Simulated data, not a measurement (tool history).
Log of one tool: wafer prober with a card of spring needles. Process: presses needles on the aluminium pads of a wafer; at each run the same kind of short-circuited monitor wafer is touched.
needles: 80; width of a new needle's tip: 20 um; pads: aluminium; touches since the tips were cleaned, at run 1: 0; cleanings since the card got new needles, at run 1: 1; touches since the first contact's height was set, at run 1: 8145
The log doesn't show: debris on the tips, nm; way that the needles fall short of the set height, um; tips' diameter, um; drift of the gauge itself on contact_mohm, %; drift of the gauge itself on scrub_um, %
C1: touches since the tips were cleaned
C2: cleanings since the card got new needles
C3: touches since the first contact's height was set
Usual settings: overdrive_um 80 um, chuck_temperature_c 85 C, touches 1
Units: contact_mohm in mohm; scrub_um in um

{"run": 1, "day": 0.0, "overdrive_um": 80, "chuck_temperature_c": 85, "touches": 1, "C1": 0, "C2": 1, "C3": 8145, "contact_mohm": 123, "scrub_um": 18.418}
{"day": 0.5, "done": "tips cleaned on abrasive film"}
{"day": 0.904, "done": "tips cleaned on abrasive film"}
{"day": 1.404, "done": "tips cleaned on abrasive film"}
{"day": 1.804, "done": "tips cleaned on abrasive film"}
{"day": 2.204, "done": "tips cleaned on abrasive film"}
{"run": 2, "day": 2.588, "overdrive_um": 80, "chuck_temperature_c": 85, "touches": 1, "C1": 6448, "C2": 6, "C3": 51596, "contact_mohm": 122, "scrub_um": 18.406}
{"day": 2.692, "done": "tips cleaned on abrasive film"}
{"day": 3.092, "done": "tips cleaned on abrasive film"}
{"day": 3.5, "done": "height of the first contact set anew"}
{"day": 3.604, "done": "tips cleaned on abrasive film"}
{"day": 4.104, "done": "tips cleaned on abrasive film"}
{"run": 3, "day": 4.442, "overdrive_um": 80, "chuck_temperature_c": 85, "touches": 1, "C1": 5664, "C2": 10, "C3": 15756, "contact_mohm": 127, "scrub_um": 18.405}
{"day": 4.542, "done": "tips cleaned on abrasive film"}
{"day": 4.946, "done": "tips cleaned on abrasive film"}
{"day": 5.346, "done": "tips cleaned on abrasive film"}
{"day": 5.846, "done": "tips cleaned on abrasive film"}
{"day": 6.25, "done": "tips cleaned on abrasive film"}
{"day": 6.75, "done": "tips cleaned on abrasive film"}
{"run": 4, "day": 6.825, "overdrive_um": 80, "chuck_temperature_c": 85, "touches": 1, "C1": 1273, "C2": 16, "C3": 55714, "contact_mohm": 125, "scrub_um": 18.378}
{"day": 7.225, "done": "tips cleaned on abrasive film"}
{"day": 7.438, "done": "height of the first contact set anew"}
{"day": 7.638, "done": "tips cleaned on abrasive film"}
{"day": 8.142, "done": "tips cleaned on abrasive film"}
{"run": 5, "day": 8.275, "overdrive_um": 81, "chuck_temperature_c": 85, "touches": 1, "C1": 2293, "C2": 19, "C3": 14067, "contact_mohm": 123, "scrub_um": 18.611}
{"day": 8.579, "done": "tips cleaned on abrasive film"}
{"day": 8.979, "done": "tips cleaned on abrasive film"}
{"run": 6, "day": 9.371, "overdrive_um": 81, "chuck_temperature_c": 85, "touches": 1, "C1": 6648, "C2": 21, "C3": 32490, "contact_mohm": 124, "scrub_um": 18.604}
{"day": 9.475, "done": "tips cleaned on abrasive film"}
{"day": 9.975, "done": "tips cleaned on abrasive film"}
{"day": 10.475, "done": "tips cleaned on abrasive film"}
{"run": 7, "day": 10.608, "overdrive_um": 81, "chuck_temperature_c": 85, "touches": 1, "C1": 2251, "C2": 24, "C3": 53244, "contact_mohm": 123, "scrub_um": 18.602}
{"day": 10.912, "done": "tips cleaned on abrasive film"}
{"day": 11.312, "done": "tips cleaned on abrasive film"}
{"day": 11.425, "done": "height of the first contact set anew"}
{"day": 11.729, "done": "tips cleaned on abrasive film"}
{"day": 12.129, "done": "tips cleaned on abrasive film"}
{"run": 8, "day": 12.35, "overdrive_um": 81, "chuck_temperature_c": 85, "touches": 1, "C1": 3779, "C2": 28, "C3": 15553, "contact_mohm": 124, "scrub_um": 18.588}
{"day": 12.554, "done": "tips cleaned on abrasive film"}
{"day": 12.954, "done": "tips cleaned on abrasive film"}
{"day": 13.358, "done": "tips cleaned on abrasive film"}
{"run": 9, "day": 13.692, "overdrive_um": 81, "chuck_temperature_c": 85, "touches": 1, "C1": 5679, "C2": 31, "C3": 38052, "contact_mohm": 125, "scrub_um": 18.581}
{"day": 13.796, "done": "tips cleaned on abrasive film"}
{"day": 14.196, "done": "tips cleaned on abrasive film"}
{"day": 14.6, "done": "tips cleaned on abrasive film"}
{"day": 15.0, "done": "tips cleaned on abrasive film"}
{"day": 15.4, "done": "tips cleaned on abrasive film"}
{"day": 15.412, "done": "height of the first contact set anew"}
{"day": 15.817, "done": "tips cleaned on abrasive film"}
{"run": 10, "day": 15.817, "overdrive_um": 80, "chuck_temperature_c": 85, "touches": 1, "C1": 24, "C2": 37, "C3": 6752, "contact_mohm": 122, "scrub_um": 18.334}
{"day": 16.217, "done": "tips cleaned on abrasive film"}
{"day": 16.721, "done": "tips cleaned on abrasive film"}
{"run": 11, "day": 17.112, "overdrive_um": 80, "chuck_temperature_c": 85, "touches": 1, "C1": 6675, "C2": 39, "C3": 28565, "contact_mohm": 124, "scrub_um": 18.342}
{"day": 17.217, "done": "tips cleaned on abrasive film"}
{"day": 17.617, "done": "tips cleaned on abrasive film"}
{"day": 18.121, "done": "tips cleaned on abrasive film"}
{"day": 18.621, "done": "tips cleaned on abrasive film"}
{"run": 12, "day": 18.896, "overdrive_um": 80, "chuck_temperature_c": 85, "touches": 1, "C1": 4649, "C2": 43, "C3": 58444, "contact_mohm": 122, "scrub_um": 18.319}
{"day": 19.096, "done": "tips cleaned on abrasive film"}
{"day": 19.308, "done": "height of the first contact set anew"}
{"day": 19.512, "done": "tips cleaned on abrasive film"}
{"day": 19.912, "done": "tips cleaned on abrasive film"}
{"day": 20.412, "done": "tips cleaned on abrasive film"}
{"run": 13, "day": 20.675, "overdrive_um": 80, "chuck_temperature_c": 85, "touches": 2, "C1": 4426, "C2": 47, "C3": 22927, "contact_mohm": 125, "scrub_um": 18.318}
{"day": 20.879, "done": "tips cleaned on abrasive film"}
{"day": 21.279, "done": "tips cleaned on abrasive film"}
{"day": 21.679, "done": "tips cleaned on abrasive film"}
{"day": 22.083, "done": "tips cleaned on abrasive film"}
{"day": 22.483, "done": "tips cleaned on abrasive film"}
{"day": 22.883, "done": "tips cleaned on abrasive film"}
{"run": 14, "day": 22.917, "overdrive_um": 92, "chuck_temperature_c": 101, "touches": 3, "C1": 555, "C2": 53, "C3": 60486, "contact_mohm": 125, "scrub_um": 21.039}
{"day": 23.229, "done": "height of the first contact set anew"}
{"day": 23.329, "done": "tips cleaned on abrasive film"}
{"day": 23.833, "done": "tips cleaned on abrasive film"}
{"day": 24.333, "done": "tips cleaned on abrasive film"}
{"day": 24.733, "done": "tips cleaned on abrasive film"}
{"day": 25.233, "done": "tips cleaned on abrasive film"}
{"run": 15, "day": 25.367, "overdrive_um": 69, "chuck_temperature_c": 34, "touches": 3, "C1": 2267, "C2": 58, "C3": 35906, "contact_mohm": 119, "scrub_um": 15.781}
{"day": 25.671, "done": "tips cleaned on abrasive film"}
{"day": 26.071, "done": "tips cleaned on abrasive film"}
{"day": 26.475, "done": "tips cleaned on abrasive film"}
{"day": 26.875, "done": "tips cleaned on abrasive film"}
{"day": 27.183, "done": "height of the first contact set anew"}
{"day": 27.379, "done": "tips cleaned on abrasive film"}
{"run": 16, "day": 27.379, "overdrive_um": 100, "chuck_temperature_c": 85, "touches": 1, "C1": 0, "C2": 63, "C3": 3232, "contact_mohm": 122, "scrub_um": 22.864}
{"day": 27.879, "done": "tips cleaned on abrasive film"}
{"day": 28.283, "done": "tips cleaned on abrasive film"}
{"day": 28.683, "done": "tips cleaned on abrasive film"}
{"run": 17, "day": 28.996, "overdrive_um": 62, "chuck_temperature_c": 85, "touches": 1, "C1": 5252, "C2": 66, "C3": 30349, "contact_mohm": 129, "scrub_um": 14.16}
{"day": 29.096, "done": "tips cleaned on abrasive film"}
{"day": 29.5, "done": "tips cleaned on abrasive film"}
{"day": 30.0, "done": "tips cleaned on abrasive film"}
{"day": 30.5, "done": "tips cleaned on abrasive film"}
{"run": 18, "day": 30.604, "overdrive_um": 62, "chuck_temperature_c": 85, "touches": 1, "C1": 1778, "C2": 70, "C3": 57357, "contact_mohm": 126, "scrub_um": 14.154}
{"day": 30.908, "done": "tips cleaned on abrasive film"}
{"day": 31.117, "done": "height of the first contact set anew"}
{"day": 31.421, "done": "tips cleaned on abrasive film"}
{"day": 31.821, "done": "tips cleaned on abrasive film"}
{"day": 32.321, "done": "tips cleaned on abrasive film"}
{"day": 32.725, "done": "tips cleaned on abrasive film"}
{"run": 19, "day": 32.942, "overdrive_um": 62, "chuck_temperature_c": 85, "touches": 1, "C1": 3689, "C2": 75, "C3": 30601, "contact_mohm": 128, "scrub_um": 14.151}
{"day": 33.146, "done": "tips cleaned on abrasive film"}
{"day": 33.546, "done": "tips cleaned on abrasive film"}
{"day": 33.946, "done": "tips cleaned on abrasive film"}
{"run": 20, "day": 34.212, "overdrive_um": 69, "chuck_temperature_c": 26, "touches": 1, "C1": 4460, "C2": 78, "C3": 51883, "contact_mohm": 119, "scrub_um": 15.728}
{"day": 34.412, "done": "tips cleaned on abrasive film"}
{"day": 34.817, "done": "tips cleaned on abrasive film"}
{"day": 35.025, "done": "height of the first contact set anew"}
{"day": 35.229, "done": "tips cleaned on abrasive film"}
{"day": 35.629, "done": "tips cleaned on abrasive film"}
{"day": 36.033, "done": "tips cleaned on abrasive film"}
{"day": 36.533, "done": "tips cleaned on abrasive film"}
{"run": 21, "day": 36.712, "overdrive_um": 71, "chuck_temperature_c": 38, "touches": 1, "C1": 3024, "C2": 84, "C3": 28255, "contact_mohm": 119, "scrub_um": 16.175}
{"day": 37.012, "done": "tips cleaned on abrasive film"}
{"day": 37.417, "done": "tips cleaned on abrasive film"}
{"day": 37.917, "done": "tips cleaned on abrasive film"}
{"day": 38.317, "done": "tips cleaned on abrasive film"}
{"run": 22, "day": 38.417, "overdrive_um": 71, "chuck_temperature_c": 38, "touches": 1, "C1": 1693, "C2": 88, "C3": 56859, "contact_mohm": 117, "scrub_um": 16.174}
{"day": 38.717, "done": "tips cleaned on abrasive film"}
{"day": 38.929, "done": "height of the first contact set anew"}
{"day": 39.133, "done": "tips cleaned on abrasive film"}
{"day": 39.533, "done": "tips cleaned on abrasive film"}
{"day": 39.933, "done": "tips cleaned on abrasive film"}
{"day": 40.338, "done": "tips cleaned on abrasive film"}
{"run": 23, "day": 40.479, "overdrive_um": 71, "chuck_temperature_c": 38, "touches": 1, "C1": 2441, "C2": 93, "C3": 25989, "contact_mohm": 121, "scrub_um": 16.16}
{"day": 40.783, "done": "tips cleaned on abrasive film"}
{"day": 41.183, "done": "tips cleaned on abrasive film"}
{"day": 41.629, "done": "tips cleaned on abrasive film"}
{"run": 24, "day": 41.629, "overdrive_um": 64, "chuck_temperature_c": 121, "touches": 3, "C1": 0, "C2": 96, "C3": 45260, "contact_mohm": 135, "scrub_um": 14.57}

Some steps in scrub_um between neighbouring runs. How much of each would the tool show without its hidden state too (settings, what came in, random variation), and how much is left for the hidden state, with any gauge scatter that isn't in both results?
Run 15 -> 16: overdrive_um 69 -> 100, chuck_temperature_c 34 -> 85, touches 3 -> 1, tips cleaned on abrasive film, tips cleaned on abrasive film, tips cleaned on abrasive film, tips cleaned on abrasive film, height of the first contact set anew, tips cleaned on abrasive film. scrub_um +7.083 um: hidden state -0.065, all else +7.148.
Run 16 -> 17: overdrive_um 100 -> 62, tips cleaned on abrasive film, tips cleaned on abrasive film, tips cleaned on abrasive film. scrub_um -8.704 um: hidden state +0.062, all else -8.766.

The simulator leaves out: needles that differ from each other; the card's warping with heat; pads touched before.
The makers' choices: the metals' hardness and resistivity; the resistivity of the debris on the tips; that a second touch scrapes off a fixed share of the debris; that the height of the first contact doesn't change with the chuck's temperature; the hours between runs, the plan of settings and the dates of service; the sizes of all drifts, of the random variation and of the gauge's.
